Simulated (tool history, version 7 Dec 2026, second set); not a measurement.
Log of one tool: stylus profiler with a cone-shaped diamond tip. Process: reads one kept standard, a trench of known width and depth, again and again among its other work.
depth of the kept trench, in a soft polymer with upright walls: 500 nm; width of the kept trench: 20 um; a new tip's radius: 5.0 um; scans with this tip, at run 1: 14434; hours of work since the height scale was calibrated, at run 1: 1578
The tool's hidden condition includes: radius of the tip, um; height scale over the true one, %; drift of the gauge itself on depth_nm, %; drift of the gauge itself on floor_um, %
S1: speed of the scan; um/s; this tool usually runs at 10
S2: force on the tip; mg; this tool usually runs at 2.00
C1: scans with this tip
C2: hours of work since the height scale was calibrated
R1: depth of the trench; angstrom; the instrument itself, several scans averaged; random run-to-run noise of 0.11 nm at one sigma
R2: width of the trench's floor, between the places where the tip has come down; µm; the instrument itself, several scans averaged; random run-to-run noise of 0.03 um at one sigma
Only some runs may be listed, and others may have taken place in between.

run	day	S1	S2	C1	C2	R1	R2
1	0.000	10	2.00	14434	1578	5066.7	13.14
2	4.879	10	2.00	14936	1633	5066.2	13.08
3	7.188	10	2.00	15174	1659	5067.7	13.04
4	10.975	10	3.48	15564	1701	5089.1	12.99
# day 14.667: height scale calibrated on a step standard
5	14.667	10	3.48	15942	0	5099.7	12.91
6	18.346	10	3.48	16321	41	5102.3	12.89
7	20.704	10	5.26	16563	68	5123.7	12.88
8	23.162	10	5.26	16816	96	5125.3	12.86
# day 26.858: new tip fitted, height scale calibrated
9	27.621	10	2.02	79	9	5047.5	15.63
10	29.858	10	2.02	309	34	5048.7	15.57
# day 32.825: height scale calibrated on a step standard, once more
11	34.883	10	2.02	824	23	5048.1	15.43
12	39.700	10	2.02	1320	77	5049.3	15.35
13	43.492	10	2.02	1710	120	5049.2	15.25
14	48.304	10	2.02	2206	174	5050.1	15.16
15	52.854	10	0.99	2674	225	5032.9	15.10
16	57.375	10	0.99	3140	276	5032.8	15.07
17	60.138	6	0.99	3424	307	5031.5	14.96
18	63.775	6	0.99	3799	348	5033.3	14.87
19	66.758	6	0.99	4106	382	5032.7	14.84
20	70.238	6	0.99	4464	421	5034.2	14.77
21	72.600	6	0.99	4707	448	5034.9	14.74
22	75.996	6	0.99	5057	486	5035.0	14.61
23	79.875	6	0.99	5456	530	5034.8	14.62
24	82.142	3	2.00	5690	555	5053.4	14.53
25	87.300	3	2.00	6220	613	5056.2	14.41
26	90.950	7	2.00	6597	654	5054.9	14.31
27	95.254	18	0.95	7040	703	5037.0	14.28
28	99.404	2	1.00	7467	749	5040.2	14.18
29	102.108	21	1.35	7745	780	5045.1	14.13
30	107.325	22	5.08	8282	838	5102.8	14.07
31	110.638	34	4.70	8623	876	5094.5	14.01
32	115.658	11	1.03	9140	932	5040.8	13.93
33	120.350	11	5.15	9623	985	5102.9	13.86
34	123.192	11	5.15	9916	1017	5103.8	13.75
35	128.196	10	2.78	10431	1073	5073.0	13.67
36	131.058	7	2.78	10726	1106	5073.6	13.68
37	135.054	5	0.76	11137	1150	5038.5	13.61
38	138.283	5	0.76	11469	1187	5038.1	13.50
39	142.750	4	5.86	11929	1237	5113.8	13.46
40	145.758	7	4.11	12239	1271	5091.1	13.42
41	149.617	2	4.95	12636	1314	5103.0	13.38
42	153.900	2	4.95	13077	1363	5106.0	13.37
43	158.871	3	0.90	13589	1419	5045.1	13.27
44	163.592	10	0.78	14075	1472	5043.0	13.11
45	166.721	10	0.78	14397	1507	5044.8	13.08
46	171.312	10	0.78	14870	1559	5046.2	13.02

Here are 3 independent what-if runs from the current tool condition. What would each one return?
A	173.954	2	3.04	15142	1588	?	?
B	173.954	12	0.73	15142	1588	?	?
C	173.954	9	2.62	15142	1588	?	?

run	R1	R2
A	5084.0	13.02
B	5041.5	12.97
C	5076.8	13.01
Without the tool's hidden state the same runs would have given:
run	R1	R2
A	5064.5	15.65
B	5022.2	15.60
C	5057.3	15.64

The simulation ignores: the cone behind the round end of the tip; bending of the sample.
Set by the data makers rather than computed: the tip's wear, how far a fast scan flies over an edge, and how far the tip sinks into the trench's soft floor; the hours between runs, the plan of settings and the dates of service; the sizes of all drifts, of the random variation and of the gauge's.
